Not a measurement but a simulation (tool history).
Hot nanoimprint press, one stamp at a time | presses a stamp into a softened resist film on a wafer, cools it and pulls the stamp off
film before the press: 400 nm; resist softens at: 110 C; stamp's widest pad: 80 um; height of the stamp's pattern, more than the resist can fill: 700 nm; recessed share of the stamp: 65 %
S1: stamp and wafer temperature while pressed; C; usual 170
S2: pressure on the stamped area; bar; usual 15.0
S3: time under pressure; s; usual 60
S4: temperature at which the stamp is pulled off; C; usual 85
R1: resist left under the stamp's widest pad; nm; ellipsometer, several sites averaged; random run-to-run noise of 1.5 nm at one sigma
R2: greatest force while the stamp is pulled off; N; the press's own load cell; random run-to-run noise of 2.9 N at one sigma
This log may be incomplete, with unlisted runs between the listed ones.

run 1 hour=0.0 | S1=170 S2=15.0 S3=60 S4=85 | R1=233.6 R2=224
run 2 hour=4.5 | S1=170 S2=15.0 S3=60 S4=85 | R1=236.9 R2=227
run 3 hour=11.7 | S1=170 S2=15.0 S3=60 S4=86 | R1=233.8 R2=222
run 4 hour=18.0 | S1=170 S2=15.0 S3=60 S4=86 | R1=233.3 R2=225
run 5 hour=23.1 | S1=170 S2=15.0 S3=60 S4=86 | R1=232.0 R2=228
run 6 hour=29.7 | S1=170 S2=15.0 S3=60 S4=86 | R1=235.9 R2=225
run 7 hour=35.1 | S1=170 S2=15.0 S3=60 S4=86 | R1=233.8 R2=226
run 8 hour=44.5 | S1=170 S2=15.0 S3=60 S4=86 | R1=237.3 R2=227
run 9 hour=48.7 | S1=170 S2=15.0 S3=60 S4=86 | R1=236.9 R2=231
run 10 hour=54.4 | S1=170 S2=15.0 S3=60 S4=86 | R1=237.1 R2=228
run 11 hour=64.4 | S1=170 S2=15.0 S3=101 S4=86 | R1=197.9 R2=229
run 12 hour=74.4 | S1=170 S2=15.0 S3=101 S4=86 | R1=199.3 R2=231
run 13 hour=78.7 | S1=170 S2=15.0 S3=101 S4=86 | R1=196.1 R2=233
run 14 hour=85.5 | S1=170 S2=15.0 S3=60 S4=79 | R1=237.5 R2=251
run 15 hour=94.1 | S1=170 S2=15.0 S3=60 S4=79 | R1=236.8 R2=250
run 16 hour=98.5 | S1=170 S2=13.5 S3=60 S4=79 | R1=246.8 R2=251
-- hour=102.4 plate thermocouple calibrated
run 17 hour=106.1 | S1=170 S2=10.6 S3=60 S4=79 | R1=265.5 R2=252
run 18 hour=115.0 | S1=172 S2=15.0 S3=78 S4=85 | R1=207.9 R2=239
-- hour=125.0 plate thermocouple calibrated, once more
run 19 hour=127.3 | S1=175 S2=10.8 S3=87 S4=86 | R1=199.7 R2=233
run 20 hour=131.6 | S1=170 S2=15.0 S3=60 S4=71 | R1=232.0 R2=278
run 21 hour=140.8 | S1=170 S2=15.0 S3=60 S4=71 | R1=229.6 R2=281
run 22 hour=147.1 | S1=170 S2=15.0 S3=60 S4=71 | R1=230.0 R2=281
run 23 hour=154.6 | S1=170 S2=15.0 S3=60 S4=71 | R1=233.3 R2=278
-- hour=168.3 stamp cleaned and given a new release coat
run 24 hour=170.2 | S1=170 S2=15.0 S3=60 S4=84 | R1=231.8 R2=225
run 25 hour=178.6 | S1=178 S2=20.8 S3=30 S4=90 | R1=199.5 R2=210
run 26 hour=187.2 | S1=167 S2=20.8 S3=30 S4=91 | R1=276.8 R2=211
run 27 hour=195.2 | S1=171 S2=20.8 S3=30 S4=91 | R1=244.4 R2=209
run 28 hour=200.2 | S1=168 S2=20.8 S3=98 S4=91 | R1=182.6 R2=214
run 29 hour=205.5 | S1=168 S2=20.8 S3=98 S4=91 | R1=183.2 R2=213
run 30 hour=211.3 | S1=161 S2=11.9 S3=60 S4=85 | R1=314.9 R2=231

3 ways to go on from here, each from the tool as it stands after run 30. What would each give?
run A hour=219.6 | S1=181 S2=11.9 S3=88 S4=73 | R1=? R2=?
run B hour=219.6 | S1=161 S2=11.9 S3=43 S4=85 | R1=? R2=?
run C hour=219.6 | S1=170 S2=17.5 S3=62 S4=74 | R1=? R2=?

run=A R1=159.5 R2=261
run=B R1=331.5 R2=229
run=C R1=216.8 R2=261
With no hidden state in the tool, these same runs would have given:
run=A R1=158.2 R2=255
run=B R1=330.4 R2=223
run=C R1=214.5 R2=255
